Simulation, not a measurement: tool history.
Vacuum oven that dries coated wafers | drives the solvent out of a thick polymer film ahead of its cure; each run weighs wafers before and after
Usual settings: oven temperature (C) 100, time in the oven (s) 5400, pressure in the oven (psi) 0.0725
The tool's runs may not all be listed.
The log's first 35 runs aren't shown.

run 36 hour=375.9 | oven_temperature_(C)=108 time_in_the_oven_(s)=8400 pressure_in_the_oven_(psi)=0.2139 | solvent_left_in_the_film_(%)=0.63
run 37 hour=391.0 | oven_temperature_(C)=108 time_in_the_oven_(s)=8400 pressure_in_the_oven_(psi)=0.2139 | solvent_left_in_the_film_(%)=0.70
run 38 hour=406.1 | oven_temperature_(C)=108 time_in_the_oven_(s)=8400 pressure_in_the_oven_(psi)=0.2139 | solvent_left_in_the_film_(%)=0.63
run 39 hour=416.7 | oven_temperature_(C)=108 time_in_the_oven_(s)=8400 pressure_in_the_oven_(psi)=0.2139 | solvent_left_in_the_film_(%)=0.67
run 40 hour=430.4 | oven_temperature_(C)=102 time_in_the_oven_(s)=3120 pressure_in_the_oven_(psi)=0.0725 | solvent_left_in_the_film_(%)=1.69
run 41 hour=443.3 | oven_temperature_(C)=87 time_in_the_oven_(s)=2760 pressure_in_the_oven_(psi)=0.1472 | solvent_left_in_the_film_(%)=5.05
run 42 hour=452.0 | oven_temperature_(C)=87 time_in_the_oven_(s)=2760 pressure_in_the_oven_(psi)=0.1472 | solvent_left_in_the_film_(%)=5.13
run 43 hour=460.3 | oven_temperature_(C)=100 time_in_the_oven_(s)=4500 pressure_in_the_oven_(psi)=0.0480 | solvent_left_in_the_film_(%)=0.86
run 44 hour=474.9 | oven_temperature_(C)=100 time_in_the_oven_(s)=4500 pressure_in_the_oven_(psi)=0.0480 | solvent_left_in_the_film_(%)=0.87
run 45 hour=483.6 | oven_temperature_(C)=100 time_in_the_oven_(s)=3180 pressure_in_the_oven_(psi)=0.0685 | solvent_left_in_the_film_(%)=1.86
run 46 hour=493.9 | oven_temperature_(C)=100 time_in_the_oven_(s)=3000 pressure_in_the_oven_(psi)=0.0725 | solvent_left_in_the_film_(%)=2.03
run 47 hour=509.1 | oven_temperature_(C)=100 time_in_the_oven_(s)=3000 pressure_in_the_oven_(psi)=0.2264 | solvent_left_in_the_film_(%)=2.63
run 48 hour=516.9 | oven_temperature_(C)=100 time_in_the_oven_(s)=4920 pressure_in_the_oven_(psi)=0.2486 | solvent_left_in_the_film_(%)=1.43

Forecast each of these 3 alternatives for the next run:
run A hour=530.6 | oven_temperature_(C)=100 time_in_the_oven_(s)=2760 pressure_in_the_oven_(psi)=0.1680 | solvent_left_in_the_film_(%)=?
run B hour=530.6 | oven_temperature_(C)=96 time_in_the_oven_(s)=9660 pressure_in_the_oven_(psi)=0.1909 | solvent_left_in_the_film_(%)=?
run C hour=530.6 | oven_temperature_(C)=106 time_in_the_oven_(s)=9660 pressure_in_the_oven_(psi)=0.2486 | solvent_left_in_the_film_(%)=?

run=A solvent_left_in_the_film_(%)=2.65
run=B solvent_left_in_the_film_(%)=0.90
run=C solvent_left_in_the_film_(%)=0.80
Without the tool's hidden state the same runs would have given:
run=A solvent_left_in_the_film_(%)=2.73
run=B solvent_left_in_the_film_(%)=0.84
run=C solvent_left_in_the_film_(%)=0.76
